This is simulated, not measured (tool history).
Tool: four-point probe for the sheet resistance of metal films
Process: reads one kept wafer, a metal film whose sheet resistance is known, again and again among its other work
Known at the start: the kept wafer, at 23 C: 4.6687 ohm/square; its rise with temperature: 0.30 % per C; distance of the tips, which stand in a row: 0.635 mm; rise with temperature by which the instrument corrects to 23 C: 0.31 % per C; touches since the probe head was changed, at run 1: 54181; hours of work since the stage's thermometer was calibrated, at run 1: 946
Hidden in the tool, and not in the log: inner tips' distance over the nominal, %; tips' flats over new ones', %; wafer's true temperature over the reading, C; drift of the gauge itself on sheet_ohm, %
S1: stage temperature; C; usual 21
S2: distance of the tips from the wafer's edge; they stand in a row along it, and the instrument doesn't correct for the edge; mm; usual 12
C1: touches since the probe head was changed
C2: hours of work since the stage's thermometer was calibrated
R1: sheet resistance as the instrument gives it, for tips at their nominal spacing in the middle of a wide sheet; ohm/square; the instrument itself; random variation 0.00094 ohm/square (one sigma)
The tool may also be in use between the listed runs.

Run 1, hour 0.0: usual settings; C1 54181; C2 946. Result: R1 4.676716 ohm/square.
Run 2, hour 22.1: usual settings; C1 55554; C2 963. Result: R1 4.675718 ohm/square.
Run 3, hour 32.4: usual settings; C1 56196; C2 971. Result: R1 4.675914 ohm/square.
Run 4, hour 45.0: usual settings; C1 56982; C2 980. Result: R1 4.674562 ohm/square.
Run 5, hour 56.7: usual settings but S1 32 C; C1 57708; C2 989. Result: R1 4.668799 ohm/square.
Run 6, hour 66.6: usual settings but S1 24 C; C1 58323; C2 996. Result: R1 4.675200 ohm/square.
Run 7, hour 80.7: usual settings; C1 59202; C2 1007. Result: R1 4.676431 ohm/square.
Run 8, hour 96.8: usual settings; C1 60206; C2 1019. Result: R1 4.675461 ohm/square.
Run 9, hour 117.8: usual settings; C1 61512; C2 1035. Result: R1 4.677146 ohm/square.
Run 10, hour 136.2: usual settings; C1 62656; C2 1049. Result: R1 4.674672 ohm/square.
Run 11, hour 159.2: usual settings but S1 32 C, S2 66 mm; C1 64090; C2 1066. Result: R1 4.663396 ohm/square.

The next listed run, before its measurement:
Run 12, hour 173.0: usual settings but S1 31 C, S2 50 mm; C1 64951; C2 1076. Result: R1 ?.

Run 12 gave R1 4.663671 ohm/square.
Without the tool's hidden state the same run would have given R1 4.664403 ohm/square.
